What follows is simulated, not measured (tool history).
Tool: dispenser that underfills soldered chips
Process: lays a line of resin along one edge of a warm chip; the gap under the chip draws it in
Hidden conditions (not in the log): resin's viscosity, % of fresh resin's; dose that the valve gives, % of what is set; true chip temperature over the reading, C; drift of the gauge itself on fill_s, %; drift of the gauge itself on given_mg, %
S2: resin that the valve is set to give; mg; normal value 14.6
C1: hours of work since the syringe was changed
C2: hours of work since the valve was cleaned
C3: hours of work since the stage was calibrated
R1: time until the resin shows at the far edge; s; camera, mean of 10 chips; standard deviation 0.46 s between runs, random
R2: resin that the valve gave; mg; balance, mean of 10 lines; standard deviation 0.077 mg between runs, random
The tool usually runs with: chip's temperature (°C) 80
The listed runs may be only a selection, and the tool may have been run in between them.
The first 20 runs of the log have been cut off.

-- hour=164.9 new syringe of resin
run 21 hour=172 | chip's_temperature_(°C)=65 S2=17.5 | C1=5 C2=12 C3=179 | R1=96 R2=17.32
-- hour=176.3 new syringe of resin
run 22 hour=177.7 | chip's_temperature_(°C)=65 S2=17.5 | C1=1 C2=16 C3=182 | R1=71.5 R2=17.44
-- hour=187.8 new syringe of resin
run 23 hour=190.1 | chip's_temperature_(°C)=79 S2=16.5 | C1=2 C2=23 C3=190 | R1=39 R2=16.21
-- hour=199.1 new syringe of resin
run 24 hour=199.2 | chip's_temperature_(°C)=79 S2=16.5 | C1=0 C2=29 C3=196 | R1=34.8 R2=16.18
run 25 hour=207.4 | chip's_temperature_(°C)=74 S2=15.8 | C1=5 C2=35 C3=201 | R1=65.4 R2=15.34
-- hour=211.1 new syringe of resin
run 26 hour=218.8 | chip's_temperature_(°C)=72 S2=14.6 | C1=5 C2=42 C3=208 | R1=72.7 R2=14.3
-- hour=223.1 new syringe of resin
run 27 hour=229 | chip's_temperature_(°C)=72 S2=14.6 | C1=4 C2=48 C3=215 | R1=64.4 R2=14.13
-- hour=235.4 new syringe of resin
run 28 hour=236 | chip's_temperature_(°C)=80 S2=16.1 | C1=0 C2=53 C3=219 | R1=33.8 R2=15.5

Run 29 is up next; what results do you expect?
run 29 hour=245.4 | chip's_temperature_(°C)=80 S2=16.1 | C1=7 C2=59 C3=225 | R1=? R2=?

R1: 54.1 s
R2: 15.59 mg
Without the tool's hidden state the same run would have given R1 34.7 s, R2 16.21 mg.
